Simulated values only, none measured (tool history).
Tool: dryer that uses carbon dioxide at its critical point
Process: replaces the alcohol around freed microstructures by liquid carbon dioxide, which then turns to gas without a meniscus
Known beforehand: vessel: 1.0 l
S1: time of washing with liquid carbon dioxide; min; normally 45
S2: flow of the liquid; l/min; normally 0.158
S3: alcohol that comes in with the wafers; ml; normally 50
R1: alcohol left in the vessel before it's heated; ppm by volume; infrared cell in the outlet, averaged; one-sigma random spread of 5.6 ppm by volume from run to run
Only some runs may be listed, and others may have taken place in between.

run 1 hour=0 | S1=45 S2=0.158 S3=50 | R1=349
run 2 hour=14.4 | S1=45 S2=0.158 S3=92 | R1=635
run 3 hour=22.1 | S1=45 S2=0.111 S3=50 | R1=1358
run 4 hour=29.1 | S1=45 S2=0.111 S3=50 | R1=1356
run 5 hour=40.9 | S1=45 S2=0.111 S3=50 | R1=1387
run 6 hour=52.2 | S1=45 S2=0.226 S3=50 | R1=97
run 7 hour=59.1 | S1=45 S2=0.226 S3=50 | R1=94
run 8 hour=72.2 | S1=45 S2=0.226 S3=50 | R1=99
run 9 hour=86.5 | S1=45 S2=0.158 S3=50 | R1=379
run 10 hour=99.7 | S1=45 S2=0.158 S3=50 | R1=388
run 11 hour=107.4 | S1=45 S2=0.158 S3=50 | R1=404
run 12 hour=115.9 | S1=45 S2=0.158 S3=50 | R1=392
run 13 hour=127.2 | S1=45 S2=0.158 S3=50 | R1=401
run 14 hour=138.8 | S1=59 S2=0.158 S3=50 | R1=136
run 15 hour=151.2 | S1=28 S2=0.158 S3=50 | R1=2384
run 16 hour=166.4 | S1=45 S2=0.158 S3=50 | R1=432
run 17 hour=175.1 | S1=45 S2=0.137 S3=50 | R1=755
run 18 hour=188.6 | S1=65 S2=0.218 S3=40 | R1=56
run 19 hour=197.3 | S1=45 S2=0.124 S3=103 | R1=2210
run 20 hour=205.3 | S1=41 S2=0.124 S3=103 | R1=2998
run 21 hour=215.4 | S1=39 S2=0.105 S3=41 | R1=2364
run 22 hour=224.2 | S1=38 S2=0.107 S3=41 | R1=2498
run 23 hour=233.6 | S1=45 S2=0.113 S3=42 | R1=1293
run 24 hour=247.6 | S1=66 S2=0.154 S3=50 | R1=125
run 25 hour=254.4 | S1=66 S2=0.154 S3=50 | R1=113
run 26 hour=265.1 | S1=38 S2=0.158 S3=34 | R1=647
run 27 hour=279.1 | S1=33 S2=0.206 S3=21 | R1=303
run 28 hour=286.2 | S1=33 S2=0.254 S3=21 | R1=164
run 29 hour=297.6 | S1=59 S2=0.254 S3=30 | R1=64
run 30 hour=304.8 | S1=66 S2=0.269 S3=29 | R1=71
run 31 hour=317.3 | S1=52 S2=0.129 S3=49 | R1=301
run 32 hour=327.3 | S1=43 S2=0.129 S3=49 | R1=629
run 33 hour=336.2 | S1=45 S2=0.115 S3=50 | R1=839
run 34 hour=344.6 | S1=45 S2=0.193 S3=85 | R1=167

Taken out of this log: 1 entry between the listed runs. Where each belongs, and how the hidden state differs across it:
Logged between run 28 and run 29: inlet filter changed (hour 294.8)
  flow that reaches the vessel past the clogged filter, %: 84.1 -> 99.5; alcohol in the recycled carbon dioxide, ppm: 70.9 -> 71.8
  the result without the hidden state subtracted from the measured one, R1: +122 -> +64 ppm by volume
